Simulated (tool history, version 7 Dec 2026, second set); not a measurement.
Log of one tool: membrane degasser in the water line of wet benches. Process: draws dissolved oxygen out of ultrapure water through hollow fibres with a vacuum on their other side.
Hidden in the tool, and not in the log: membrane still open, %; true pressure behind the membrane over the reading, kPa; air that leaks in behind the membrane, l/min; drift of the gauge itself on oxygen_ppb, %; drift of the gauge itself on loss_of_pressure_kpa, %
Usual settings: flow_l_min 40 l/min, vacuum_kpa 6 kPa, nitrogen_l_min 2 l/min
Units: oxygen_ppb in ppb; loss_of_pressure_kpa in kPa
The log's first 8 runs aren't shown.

run	hour	flow_l_min	vacuum_kpa	nitrogen_l_min	hours since the membrane was changed	hours since the vacuum gauge was calibrated	hours since the vacuum lines were made tight	oxygen_ppb	loss_of_pressure_kpa
9	1853.1	40	6	2	4195	4195	6088	134.2	26.91
10	2046.7	40	13.72	2	4389	4389	6282	462.8	26.81
11	2301.7	40	13.72	2	4644	4644	6537	459.1	26.72
12	2546.2	40	6	2	4888	4888	6781	131.7	26.77
13	2869.9	40	6	2	5212	5212	7105	132.1	26.7
14	3114.1	40	6	2	5456	5456	7349	131.8	26.86
15	3259.1	40	6	2	5601	5601	7494	133	26.75
16	3510.6	40	6	2	5852	5852	7746	134.7	27.26
17	3702.9	56	11.58	4.76	6045	6045	7938	243.2	37.97
# hour 3819.5: vacuum gauge calibrated
18	3901.6	56	11.58	4.76	6243	82	8136	239.7	37.87
19	4148	56	11.58	4.76	6489	329	8382	241	38.29
20	4395.8	49	11.58	3.08	6737	576	8630	307.1	33.41
21	4671.1	57	5.11	3.08	7012	852	8906	93.9	38.65
22	5025.3	57	5.11	3.08	7367	1206	9260	95.6	38.69
23	5181.4	48	5.11	2.29	7523	1362	9416	100.5	32.54
24	5514.8	48	5.11	2.29	7856	1695	9749	100.7	32.54
25	5719.8	40	5.75	1.05	8061	1900	9954	205.5	27.51
26	5912.8	48	4.19	1.05	8254	2093	10147	101.1	33.14
27	6078.3	47	5.65	4.67	8420	2259	10313	69.7	32.45
28	6273.4	40	10.14	2.63	8615	2454	10508	251.9	27.15
29	6490	40	8.04	2	8831	2670	10724	223.4	27.06
30	6774.8	27	6	2	9116	2955	11009	92.4	18.52

Run 31 comes next. What will it give?
31	6931.2	27	6	2	9273	3112	11166	?	?

Run 31 gave oxygen_ppb 94.8 ppb, loss_of_pressure_kpa 18.64 kPa.
Without the tool's hidden state the same run would have given oxygen_ppb 89.9 ppb, loss_of_pressure_kpa 17.67 kPa.
